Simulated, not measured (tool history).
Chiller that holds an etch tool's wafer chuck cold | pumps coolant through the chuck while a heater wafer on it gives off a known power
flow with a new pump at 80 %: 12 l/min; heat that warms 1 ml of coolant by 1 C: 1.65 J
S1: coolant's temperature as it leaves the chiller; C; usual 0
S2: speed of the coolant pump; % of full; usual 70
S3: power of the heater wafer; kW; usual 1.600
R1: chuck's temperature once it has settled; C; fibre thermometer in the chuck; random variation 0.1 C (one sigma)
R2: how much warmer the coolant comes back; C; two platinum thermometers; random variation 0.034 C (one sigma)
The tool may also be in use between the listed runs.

| run | hour | S1 | S2 | S3 | R1 | R2 |
|---|---|---|---|---|---|---|
| 1 | 0.0 | 0 | 70 | 1.600 | 21.4 | 5.83 |
| 2 | 45.6 | 0 | 70 | 1.600 | 21.6 | 5.90 |
| 3 | 125.9 | 0 | 70 | 1.600 | 21.6 | 5.84 |
| 4 | 178.2 | 0 | 70 | 1.600 | 21.5 | 5.88 |
| 5 | 255.5 | 0 | 70 | 1.600 | 21.6 | 5.88 |
| 6 | 347.9 | 0 | 70 | 1.600 | 21.7 | 5.84 |
| 7 | 405.3 | 0 | 70 | 1.600 | 21.7 | 5.90 |
| 8 | 485.6 | 0 | 70 | 1.600 | 21.7 | 5.90 |
| 9 | 567.8 | 0 | 70 | 1.600 | 21.9 | 5.87 |
| 10 | 614.2 | 8 | 84 | 1.056 | 21.3 | 3.17 |
| 11 | 694.9 | 0 | 70 | 2.292 | 31.4 | 8.45 |
| 12 | 742.3 | -8 | 64 | 1.600 | 15.0 | 6.47 |
| 13 | 797.6 | 1 | 70 | 0.957 | 14.1 | 3.50 |
| 14 | 873.2 | -5 | 70 | 1.228 | 11.8 | 4.56 |
| 15 | 919.0 | 0 | 60 | 1.600 | 24.2 | 6.96 |

Measured less the same run without the tool's hidden state. The same run-to-run variation is in both; the gauge's scatter may not be:
The hidden state here: heat passed by the chuck's channels, % of clean ones'; flow at a given pump speed, % of a new pump's; coolant's true temperature over the reading, C; drift of the gauge itself on chuck_c, C; drift of the gauge itself on warmer_back_c, C.
| run | R1 | R2 |
|---|---|---|
| 1 | +0.8 | +0.25 |
| 2 | +0.8 | +0.24 |
| 3 | +0.8 | +0.25 |
| 4 | +0.9 | +0.26 |
| 5 | +0.9 | +0.26 |
| 6 | +1.0 | +0.26 |
| 7 | +1.0 | +0.27 |
| 8 | +1.0 | +0.28 |
| 9 | +1.1 | +0.28 |
| 10 | +0.7 | +0.16 |
| 11 | +1.6 | +0.42 |
| 12 | +1.2 | +0.33 |
| 13 | +0.8 | +0.18 |
| 14 | +0.9 | +0.24 |
| 15 | +1.3 | +0.37 |
